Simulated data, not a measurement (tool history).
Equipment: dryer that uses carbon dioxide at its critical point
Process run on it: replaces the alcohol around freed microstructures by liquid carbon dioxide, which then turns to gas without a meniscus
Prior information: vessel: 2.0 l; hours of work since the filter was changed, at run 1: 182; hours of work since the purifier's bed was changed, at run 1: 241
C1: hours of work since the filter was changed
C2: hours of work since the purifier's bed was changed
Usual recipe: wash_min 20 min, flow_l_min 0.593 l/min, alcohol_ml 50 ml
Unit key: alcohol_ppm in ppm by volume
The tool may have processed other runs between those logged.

run 1 hour=0.0 | wash_min=20 flow_l_min=0.593 alcohol_ml=50 | C1=182 C2=241 | alcohol_ppm=409
run 2 hour=17.9 | wash_min=20 flow_l_min=0.593 alcohol_ml=50 | C1=189 C2=248 | alcohol_ppm=418
run 3 hour=35.6 | wash_min=20 flow_l_min=0.593 alcohol_ml=50 | C1=196 C2=255 | alcohol_ppm=414
run 4 hour=64.2 | wash_min=20 flow_l_min=0.941 alcohol_ml=50 | C1=208 C2=267 | alcohol_ppm=65
run 5 hour=78.7 | wash_min=20 flow_l_min=0.941 alcohol_ml=50 | C1=214 C2=272 | alcohol_ppm=65
run 6 hour=98.0 | wash_min=20 flow_l_min=0.941 alcohol_ml=50 | C1=221 C2=280 | alcohol_ppm=68
run 7 hour=116.2 | wash_min=20 flow_l_min=0.941 alcohol_ml=50 | C1=229 C2=288 | alcohol_ppm=62
run 8 hour=134.9 | wash_min=12 flow_l_min=0.747 alcohol_ml=68 | C1=236 C2=295 | alcohol_ppm=1432
run 9 hour=153.9 | wash_min=14 flow_l_min=0.593 alcohol_ml=58 | C1=244 C2=303 | alcohol_ppm=1594
run 10 hour=173.3 | wash_min=30 flow_l_min=0.593 alcohol_ml=28 | C1=252 C2=311 | alcohol_ppm=76
run 11 hour=189.3 | wash_min=30 flow_l_min=0.593 alcohol_ml=28 | C1=258 C2=317 | alcohol_ppm=83

Below, some changes in alcohol_ppm between adjacent runs. For each, the amount present without the hidden state too (settings, incoming material, random variation) and the amount remaining for the hidden state with gauge scatter not shared by both compared results:
The hidden state here: flow that reaches the vessel past the clogged filter, %; alcohol in the recycled carbon dioxide, ppm; drift of the gauge itself on alcohol_ppm, %.
Run 9 -> 10: wash_min 14 -> 30, alcohol_ml 58 -> 28. alcohol_ppm -1518 ppm by volume: hidden state -138, all else -1380.

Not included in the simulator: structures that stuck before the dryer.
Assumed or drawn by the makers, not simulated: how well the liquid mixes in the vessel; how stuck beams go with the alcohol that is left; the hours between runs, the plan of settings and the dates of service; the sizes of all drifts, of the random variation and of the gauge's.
